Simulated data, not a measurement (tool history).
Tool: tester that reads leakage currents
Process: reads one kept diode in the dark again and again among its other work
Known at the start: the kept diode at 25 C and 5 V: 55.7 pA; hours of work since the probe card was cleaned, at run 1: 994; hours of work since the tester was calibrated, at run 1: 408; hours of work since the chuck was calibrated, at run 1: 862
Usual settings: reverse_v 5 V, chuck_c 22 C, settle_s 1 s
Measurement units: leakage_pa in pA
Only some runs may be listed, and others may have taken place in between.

run   hour  reverse_v  chuck_c  settle_s  hours of work since the probe card was cleaned  hours of work since the tester was calibrated  hours of work since the chuck was calibrated  leakage_pa
  1      0          5       22         1                                             994                                            408                                           862        50.7
  2   27.4          5       22       3.2                                            1013                                            426                                           881       49.49
      43.4  -- probe card cleaned and baked
  3   44.6          5       22       0.6                                               1                                            436                                           891        49.2
  4   65.4          5       51       0.6                                              15                                            451                                           905      610.06
  5   81.2          5       22         1                                              26                                            462                                           916       48.25
  6   96.1          5       22         1                                              36                                            472                                           926       48.51
  7  119.7       2.02       22         1                                              53                                            488                                           943       29.53
  8  138.9       2.02       22         1                                              66                                            501                                           956       29.53
  9  162.2       2.02       22         1                                              82                                            517                                           972        29.6
 10  182.9       2.02       22         1                                              96                                            532                                           986       29.82
 11  199.9       2.02       22         1                                             108                                            543                                           998        29.9
 12  233.2          5       55         1                                             131                                            566                                          1021      850.77
 13  262.5          5       55         1                                             151                                            587                                          1041      850.34
 14  279.5          5       55         1                                             163                                            598                                          1053      853.14
 15  311.3          5       55         1                                             185                                            620                                          1075      856.92
 16  344.8        1.2       53         1                                             208                                            643                                          1098      339.62
 17    372        1.2       53         1                                             227                                            662                                          1117      339.71
 18  394.7       2.45       45         1                                             242                                            678                                          1132      260.16
 19  421.4        1.9       36      5.39                                             261                                            696                                          1151      104.88
 20  436.1       1.15       36      0.84                                             271                                            706                                          1161       80.42
 21  459.4       1.67       32       2.9                                             287                                            723                                          1177       68.85
 22  477.2      18.63       33      3.48                                             299                                            735                                          1189      274.99
 23  505.4       1.49       22      0.52                                             319                                            754                                          1209       26.52
 24  531.3        5.4       22      0.51                                             337                                            772                                          1227       54.97
 25  557.3        5.4       22      0.51                                             355                                            790                                          1245       54.95
 26    592       4.77       50      5.07                                             379                                            814                                          1268      565.92
 27  610.8       1.38       30      1.15                                             392                                            827                                          1281        52.6
 28  639.4       5.99       57      0.63                                             411                                            847                                          1301     1123.17

For some of the steps in leakage_pa from one run to the next: how much would appear even if the tool had no hidden state, given the settings, what came in and random variation, and how much remains for the hidden state plus any gauge scatter that the measured result and the result without hidden state don't share?
What the log doesn't record here: stray current of the dirty probe card, pA a volt; current scale over the true one, %; true chuck temperature over the reading, C; drift of the gauge itself on leakage_pa, %.
Run 11 -> 12: reverse_v 2.02 -> 5, chuck_c 22 -> 55. leakage_pa +820.87 pA: hidden state +74.61, all else +746.26.
Run 27 -> 28: reverse_v 1.38 -> 5.99, chuck_c 30 -> 57, settle_s 1.15 -> 0.63. leakage_pa +1070.57 pA: hidden state +121.24, all else +949.33.
